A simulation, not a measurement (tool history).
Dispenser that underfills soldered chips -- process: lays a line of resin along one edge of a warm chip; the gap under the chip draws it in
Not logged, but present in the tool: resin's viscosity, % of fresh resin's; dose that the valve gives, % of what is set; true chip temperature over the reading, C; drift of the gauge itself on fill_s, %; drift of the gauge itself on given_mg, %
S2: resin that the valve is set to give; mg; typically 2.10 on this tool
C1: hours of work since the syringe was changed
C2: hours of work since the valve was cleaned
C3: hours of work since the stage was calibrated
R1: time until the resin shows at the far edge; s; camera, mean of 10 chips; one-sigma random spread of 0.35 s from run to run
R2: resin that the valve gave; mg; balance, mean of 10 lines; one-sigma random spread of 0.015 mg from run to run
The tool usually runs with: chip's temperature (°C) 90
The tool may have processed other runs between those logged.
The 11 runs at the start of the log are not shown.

{"hour": 111.4, "done": "dispensing valve cleaned and set on the balance"}
{"hour": 121.8, "done": "new syringe of resin"}
{"run": 12, "hour": 121.8, "chip's temperature (°C)": 90, "S2": 2.1, "C1": 0, "C2": 7, "C3": 317, "R1": 17.7, "R2": 2.07}
{"run": 13, "hour": 130.3, "chip's temperature (°C)": 90, "S2": 2.65, "C1": 6, "C2": 14, "C3": 323, "R1": 20.8, "R2": 2.61}
{"hour": 138.6, "done": "new syringe of resin"}
{"run": 14, "hour": 144.2, "chip's temperature (°C)": 96, "S2": 2.65, "C1": 4, "C2": 24, "C3": 333, "R1": 16.3, "R2": 2.58}
{"run": 15, "hour": 150.9, "chip's temperature (°C)": 96, "S2": 2.65, "C1": 9, "C2": 29, "C3": 338, "R1": 19.7, "R2": 2.57}
{"hour": 155.0, "done": "new syringe of resin"}
{"run": 16, "hour": 159.1, "chip's temperature (°C)": 96, "S2": 2.65, "C1": 3, "C2": 34, "C3": 344, "R1": 15.4, "R2": 2.59}
{"run": 17, "hour": 165.8, "chip's temperature (°C)": 90, "S2": 2.1, "C1": 8, "C2": 39, "C3": 349, "R1": 23.0, "R2": 2.04}
{"hour": 171.7, "done": "new syringe of resin"}
{"run": 18, "hour": 174.0, "chip's temperature (°C)": 78, "S2": 2.47, "C1": 2, "C2": 45, "C3": 355, "R1": 25.7, "R2": 2.4}
{"run": 19, "hour": 183.3, "chip's temperature (°C)": 93, "S2": 2.41, "C1": 9, "C2": 52, "C3": 362, "R1": 20.3, "R2": 2.35}
{"hour": 188.6, "done": "new syringe of resin"}
{"run": 20, "hour": 195.3, "chip's temperature (°C)": 93, "S2": 2.41, "C1": 5, "C2": 61, "C3": 370, "R1": 18.2, "R2": 2.31}
{"hour": 204.9, "done": "new syringe of resin"}
{"run": 21, "hour": 206.2, "chip's temperature (°C)": 93, "S2": 2.41, "C1": 1, "C2": 68, "C3": 378, "R1": 15.9, "R2": 2.3}
{"run": 22, "hour": 215.3, "chip's temperature (°C)": 93, "S2": 2.41, "C1": 8, "C2": 75, "C3": 385, "R1": 19.6, "R2": 2.29}
{"hour": 221.7, "done": "new syringe of resin"}
{"run": 23, "hour": 228.7, "chip's temperature (°C)": 98, "S2": 2.27, "C1": 5, "C2": 85, "C3": 394, "R1": 16.0, "R2": 2.13}
{"hour": 238.0, "done": "new syringe of resin"}
{"run": 24, "hour": 239.0, "chip's temperature (°C)": 81, "S2": 1.87, "C1": 1, "C2": 92, "C3": 402, "R1": 24.5, "R2": 1.74}
{"run": 25, "hour": 250.9, "chip's temperature (°C)": 91, "S2": 2.47, "C1": 9, "C2": 101, "C3": 411, "R1": 24.0, "R2": 2.29}
{"hour": 253.1, "done": "dispensing valve cleaned and set on the balance"}
{"hour": 255.3, "done": "new syringe of resin"}
{"run": 26, "hour": 264.9, "chip's temperature (°C)": 97, "S2": 2.43, "C1": 7, "C2": 8, "C3": 420, "R1": 17.3, "R2": 2.43}
{"hour": 272.5, "done": "new syringe of resin"}
{"run": 27, "hour": 274.3, "chip's temperature (°C)": 104, "S2": 1.86, "C1": 1, "C2": 15, "C3": 427, "R1": 12.9, "R2": 1.83}
{"run": 28, "hour": 287.3, "chip's temperature (°C)": 100, "S2": 2.34, "C1": 11, "C2": 25, "C3": 436, "R1": 18.0, "R2": 2.31}
{"hour": 289.1, "done": "new syringe of resin"}
{"run": 29, "hour": 294.0, "chip's temperature (°C)": 89, "S2": 2.1, "C1": 4, "C2": 29, "C3": 441, "R1": 20.5, "R2": 2.08}
{"run": 30, "hour": 300.8, "chip's temperature (°C)": 76, "S2": 2.34, "C1": 9, "C2": 34, "C3": 446, "R1": 34.6, "R2": 2.32}
{"hour": 305.3, "done": "new syringe of resin"}
{"run": 31, "hour": 313.3, "chip's temperature (°C)": 83, "S2": 2.13, "C1": 6, "C2": 43, "C3": 455, "R1": 25.8, "R2": 2.07}
{"hour": 322.0, "done": "new syringe of resin"}
{"run": 32, "hour": 327.9, "chip's temperature (°C)": 89, "S2": 2.17, "C1": 4, "C2": 54, "C3": 465, "R1": 20.1, "R2": 2.07}
{"run": 33, "hour": 334.2, "chip's temperature (°C)": 98, "S2": 2.17, "C1": 9, "C2": 59, "C3": 470, "R1": 18.5, "R2": 2.09}
{"hour": 338.5, "done": "new syringe of resin"}
{"run": 34, "hour": 347.7, "chip's temperature (°C)": 101, "S2": 2.07, "C1": 7, "C2": 68, "C3": 480, "R1": 15.7, "R2": 1.98}

Branching from run 34: 3 alternative next runs. What would each branch give?
{"hour": 354.9, "done": "new syringe of resin"}
{"run": "A", "hour": 359.3, "chip's temperature (°C)": 90, "S2": 1.82, "C1": 3, "C2": 77, "C3": 488, "R1": "?", "R2": "?"}
{"hour": 354.9, "done": "new syringe of resin"}
{"run": "B", "hour": 359.3, "chip's temperature (°C)": 95, "S2": 2.21, "C1": 3, "C2": 77, "C3": 488, "R1": "?", "R2": "?"}
{"hour": 354.9, "done": "new syringe of resin"}
{"run": "C", "hour": 359.3, "chip's temperature (°C)": 87, "S2": 2.38, "C1": 3, "C2": 77, "C3": 488, "R1": "?", "R2": "?"}

run=A R1=19.9 R2=1.71
run=B R1=16.4 R2=2.06
run=C R1=20.3 R2=2.26
Stripped of hidden state, with their random variation kept, the same runs would have yielded:
run=A R1=18.9 R2=1.81
run=B R1=15.7 R2=2.18
run=C R1=19.5 R2=2.38

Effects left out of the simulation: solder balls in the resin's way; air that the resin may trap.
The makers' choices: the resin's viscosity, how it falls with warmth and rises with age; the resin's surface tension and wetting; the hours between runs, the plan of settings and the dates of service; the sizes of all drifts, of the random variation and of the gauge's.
